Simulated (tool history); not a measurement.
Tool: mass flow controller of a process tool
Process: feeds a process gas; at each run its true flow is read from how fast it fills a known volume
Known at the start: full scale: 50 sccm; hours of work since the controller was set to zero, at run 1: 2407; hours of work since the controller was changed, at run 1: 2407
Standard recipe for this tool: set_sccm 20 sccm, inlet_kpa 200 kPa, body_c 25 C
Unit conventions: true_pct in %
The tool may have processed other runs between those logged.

run    hour  set_sccm  inlet_kpa  body_c  hours of work since the controller was set to zero  hours of work since the controller was changed  true_pct
  1     0.0        20        200      25                                                2407                                            2407    100.19
  2   202.9        20        200      25                                                2486                                            2486    100.32
  3   405.3        20        200      25                                                2566                                            2566    100.40
  4   608.9        20        200      36                                                2646                                            2646     99.61
  5   850.0        20        200      25                                                2740                                            2740    100.43
  6  1054.3        20        200      25                                                2820                                            2820    100.48
     1069.3  -- controller's zero set anew
  7  1245.8        20        200      25                                                  69                                            2895    101.14
  8  1486.4        13        200      25                                                 164                                            2989    102.45
     1521.9  -- controller's zero set anew, once more
  9  1665.6         6        200      33                                                  56                                            3060     98.07
 10  1806.9        20        177      32                                                 112                                            3115     98.39
 11  1997.3        20        177      32                                                 186                                            3190     98.49

Predict the results of run 12:
 12  2128.0        20        177      32                                                 238                                            3241         ?

{"run 12": {"true_pct": 98.41}}
Take away the tool's hidden state, keep the run-to-run variation as it was, and the same run would have given true_pct 98.86 %.
